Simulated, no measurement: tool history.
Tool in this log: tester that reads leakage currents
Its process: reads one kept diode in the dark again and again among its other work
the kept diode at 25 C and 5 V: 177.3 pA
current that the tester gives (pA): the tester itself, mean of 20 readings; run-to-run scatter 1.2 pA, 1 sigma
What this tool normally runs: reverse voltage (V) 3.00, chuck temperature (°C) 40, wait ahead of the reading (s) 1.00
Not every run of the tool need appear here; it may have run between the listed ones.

run,day,reverse voltage (V),chuck temperature (°C),wait ahead of the reading (s),current that the tester gives (pA)
1,0.000,3.00,40,1.00,400.10
2,4.854,3.00,40,1.00,404.29
3,9.333,3.00,40,1.00,400.96
4,14.667,3.00,26,1.00,139.92
5,18.196,3.00,26,1.00,139.34
6,20.804,3.00,26,1.00,139.44
7,24.975,4.70,40,1.00,521.63
8,28.688,7.63,40,1.00,688.95
9,31.542,3.00,40,1.00,396.98
10,34.967,3.00,40,1.00,397.23
11,39.733,3.00,40,1.00,396.24
12,43.692,3.00,40,1.00,394.49
13,47.696,3.00,40,1.00,395.69
14,51.329,3.00,40,1.00,396.06
15,55.225,3.00,40,1.00,395.65
16,60.604,3.00,40,1.00,394.25
# day 61.721: probe card cleaned and baked
17,64.950,3.00,40,1.00,390.92
18,67.183,3.00,36,1.00,290.40
19,69.721,3.00,36,1.00,291.36
20,74.738,3.00,36,1.00,288.84
21,79.396,3.00,40,1.82,388.11
22,82.500,7.69,25,1.05,216.15
23,86.575,7.69,29,1.05,294.99
24,88.871,7.81,31,3.37,345.78
25,94.075,7.81,31,3.37,344.58
# day 96.717: chuck's temperature calibrated
26,97.788,2.00,54,0.34,859.88
27,102.912,17.57,33,1.95,695.03
28,105.717,10.96,33,0.55,530.66
29,110.988,4.60,40,2.80,525.28
30,114.683,4.60,40,2.80,528.34
31,117.271,4.60,40,2.80,525.59
32,121.925,4.60,40,2.80,524.60
33,124.858,4.60,40,2.80,526.94
34,127.788,3.00,40,0.77,409.74
35,130.542,1.91,46,1.06,478.77
36,135.929,2.39,30,3.06,170.08
37,138.450,1.17,28,3.44,95.45
38,143.158,2.63,24,2.54,111.27
39,148.421,2.63,24,2.54,111.85

Measured less the same run without the tool's hidden state. The same run-to-run variation is in both; the gauge's scatter may not be:
The tool's hidden condition here consists of: stray current of the dirty probe card, pA a volt; current scale over the true one, %; true chuck temperature over the reading, C; drift of the gauge itself on leakage_pa, %.
run,current that the tester gives (pA)
1,-11.36
2,-12.14
3,-12.64
4,-3.38
5,-3.49
6,-3.59
7,-18.47
8,-23.82
9,-15.56
10,-16.12
11,-16.74
12,-17.24
13,-17.82
14,-18.32
15,-18.89
16,-19.57
17,-23.90
18,-18.39
19,-18.74
20,-19.11
21,-25.79
22,-14.92
23,-20.63
24,-24.40
25,-24.79
26,-3.37
27,+1.17
28,-0.29
29,-3.28
30,-3.92
31,-4.29
32,-5.09
33,-5.69
34,-5.05
35,-7.01
36,-2.01
37,-1.33
38,-0.97
39,-1.12

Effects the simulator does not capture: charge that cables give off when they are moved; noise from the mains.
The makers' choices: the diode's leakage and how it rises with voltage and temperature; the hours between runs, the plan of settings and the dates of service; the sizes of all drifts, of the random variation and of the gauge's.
